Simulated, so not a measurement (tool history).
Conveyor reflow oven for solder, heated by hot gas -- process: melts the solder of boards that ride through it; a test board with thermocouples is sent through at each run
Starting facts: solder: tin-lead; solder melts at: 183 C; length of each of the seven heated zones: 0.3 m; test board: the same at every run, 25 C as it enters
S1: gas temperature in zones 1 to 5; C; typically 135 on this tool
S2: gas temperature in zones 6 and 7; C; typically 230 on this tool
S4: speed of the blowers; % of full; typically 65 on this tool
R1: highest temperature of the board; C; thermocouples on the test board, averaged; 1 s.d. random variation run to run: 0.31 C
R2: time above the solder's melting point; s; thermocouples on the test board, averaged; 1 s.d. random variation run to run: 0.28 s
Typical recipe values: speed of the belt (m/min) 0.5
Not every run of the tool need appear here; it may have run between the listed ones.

{"run": 1, "hour": 0.0, "S1": 135, "S2": 230, "speed of the belt (m/min)": 0.5, "S4": 65, "R1": 213.9, "R2": 50.5}
{"run": 2, "hour": 43.6, "S1": 135, "S2": 230, "speed of the belt (m/min)": 0.5, "S4": 65, "R1": 213.5, "R2": 50.7}
{"run": 3, "hour": 90.5, "S1": 135, "S2": 230, "speed of the belt (m/min)": 0.5, "S4": 65, "R1": 213.5, "R2": 50.4}
{"run": 4, "hour": 119.6, "S1": 135, "S2": 230, "speed of the belt (m/min)": 0.5, "S4": 65, "R1": 213.5, "R2": 50.1}
{"run": 5, "hour": 143.7, "S1": 135, "S2": 228, "speed of the belt (m/min)": 0.5, "S4": 65, "R1": 211.7, "R2": 48.2}
{"run": 6, "hour": 185.1, "S1": 135, "S2": 228, "speed of the belt (m/min)": 0.5, "S4": 65, "R1": 210.7, "R2": 48.6}
{"run": 7, "hour": 221.7, "S1": 135, "S2": 228, "speed of the belt (m/min)": 0.5, "S4": 65, "R1": 211.2, "R2": 48.1}
{"hour": 246.6, "done": "flux residue cleaned out of gas plates and filters"}
{"run": 8, "hour": 250.6, "S1": 126, "S2": 230, "speed of the belt (m/min)": 0.5, "S4": 65, "R1": 212.3, "R2": 47}
{"run": 9, "hour": 288.0, "S1": 123, "S2": 230, "speed of the belt (m/min)": 0.5, "S4": 65, "R1": 211.9, "R2": 45.4}
{"run": 10, "hour": 317.7, "S1": 123, "S2": 230, "speed of the belt (m/min)": 0.5, "S4": 65, "R1": 212.1, "R2": 45.4}
{"run": 11, "hour": 356.9, "S1": 123, "S2": 230, "speed of the belt (m/min)": 0.5, "S4": 65, "R1": 211.7, "R2": 45.3}
{"hour": 363.7, "done": "belt drive overhauled, speed set with a stopwatch"}
{"run": 12, "hour": 397.1, "S1": 123, "S2": 230, "speed of the belt (m/min)": 0.5, "S4": 65, "R1": 211.4, "R2": 44.7}
{"run": 13, "hour": 427.9, "S1": 123, "S2": 230, "speed of the belt (m/min)": 0.5, "S4": 65, "R1": 211.5, "R2": 44.8}
{"run": 14, "hour": 460.1, "S1": 123, "S2": 230, "speed of the belt (m/min)": 0.5, "S4": 65, "R1": 210.5, "R2": 44.8}
{"hour": 509.5, "done": "belt drive overhauled, speed set with a stopwatch, once more"}
{"run": 15, "hour": 512.7, "S1": 123, "S2": 230, "speed of the belt (m/min)": 0.5, "S4": 65, "R1": 210.9, "R2": 43.4}
{"run": 16, "hour": 563.0, "S1": 135, "S2": 230, "speed of the belt (m/min)": 0.456, "S4": 55, "R1": 212.3, "R2": 54.3}
{"run": 17, "hour": 592.5, "S1": 130, "S2": 230, "speed of the belt (m/min)": 0.456, "S4": 69, "R1": 214.4, "R2": 55.7}
{"run": 18, "hour": 621.7, "S1": 130, "S2": 230, "speed of the belt (m/min)": 0.456, "S4": 69, "R1": 214.8, "R2": 55.2}
{"run": 19, "hour": 664.7, "S1": 135, "S2": 230, "speed of the belt (m/min)": 0.487, "S4": 65, "R1": 212.5, "R2": 50.7}
{"hour": 694.8, "done": "flux residue cleaned out of gas plates and filters"}
{"run": 20, "hour": 708.8, "S1": 132, "S2": 232, "speed of the belt (m/min)": 0.487, "S4": 61, "R1": 214.6, "R2": 52.1}
{"run": 21, "hour": 748.8, "S1": 135, "S2": 244, "speed of the belt (m/min)": 0.5, "S4": 84, "R1": 229.2, "R2": 60.6}
{"run": 22, "hour": 787.6, "S1": 135, "S2": 222, "speed of the belt (m/min)": 0.42, "S4": 87, "R1": 213.4, "R2": 63.3}
{"run": 23, "hour": 811.6, "S1": 135, "S2": 222, "speed of the belt (m/min)": 0.437, "S4": 62, "R1": 208.7, "R2": 54.6}
{"run": 24, "hour": 840.0, "S1": 135, "S2": 222, "speed of the belt (m/min)": 0.437, "S4": 69, "R1": 210, "R2": 56}
{"run": 25, "hour": 866.9, "S1": 137, "S2": 238, "speed of the belt (m/min)": 0.53, "S4": 65, "R1": 217.8, "R2": 51.3}
{"run": 26, "hour": 908.2, "S1": 135, "S2": 242, "speed of the belt (m/min)": 0.411, "S4": 53, "R1": 226.1, "R2": 71.8}
{"run": 27, "hour": 941.1, "S1": 135, "S2": 223, "speed of the belt (m/min)": 0.411, "S4": 53, "R1": 208.4, "R2": 57.8}
{"run": 28, "hour": 978.8, "S1": 140, "S2": 220, "speed of the belt (m/min)": 0.454, "S4": 65, "R1": 207, "R2": 51.6}
{"run": 29, "hour": 1011.2, "S1": 135, "S2": 230, "speed of the belt (m/min)": 0.482, "S4": 80, "R1": 216.1, "R2": 54.9}
{"run": 30, "hour": 1049.8, "S1": 135, "S2": 230, "speed of the belt (m/min)": 0.482, "S4": 80, "R1": 215.1, "R2": 54.7}

Below, some changes in R1 between adjacent runs. For each, the amount present without the hidden state too (settings, incoming material, random variation) and the amount remaining for the hidden state with gauge scatter not shared by both compared results:
Hidden conditions of the tool in this case: heat that the gas passes to the board, % of a clean oven's; belt's true speed, % of the reading; true gas temperature in zones 6 and 7 over the reading, C; drift of the gauge itself on peak_c, C; drift of the gauge itself on liquid_s, %.
Run 7 -> 8: S1 135 -> 126, S2 228 -> 230, flux residue cleaned out of gas plates and filters. R1 +1.1 C: hidden state +1.5, all else -0.4.
Run 14 -> 15: belt drive overhauled, speed set with a stopwatch, once more. R1 +0.4 C: hidden state -0.5, all else +0.9.
Run 19 -> 20: S1 135 -> 132, S2 230 -> 232, S4 65 -> 61, flux residue cleaned out of gas plates and filters. R1 +2.1 C: hidden state +1.5, all else +0.6.
Run 20 -> 21: S1 132 -> 135, S2 232 -> 244, speed of the belt (m/min) 0.487 -> 0.5, S4 61 -> 84. R1 +14.6 C: hidden state -0.4, all else +15.
Run 21 -> 22: S2 244 -> 222, speed of the belt (m/min) 0.5 -> 0.42, S4 84 -> 87. R1 -15.8 C: hidden state +0, all else -15.8.
Run 26 -> 27: S2 242 -> 223. R1 -17.7 C: hidden state +0, all else -17.7.
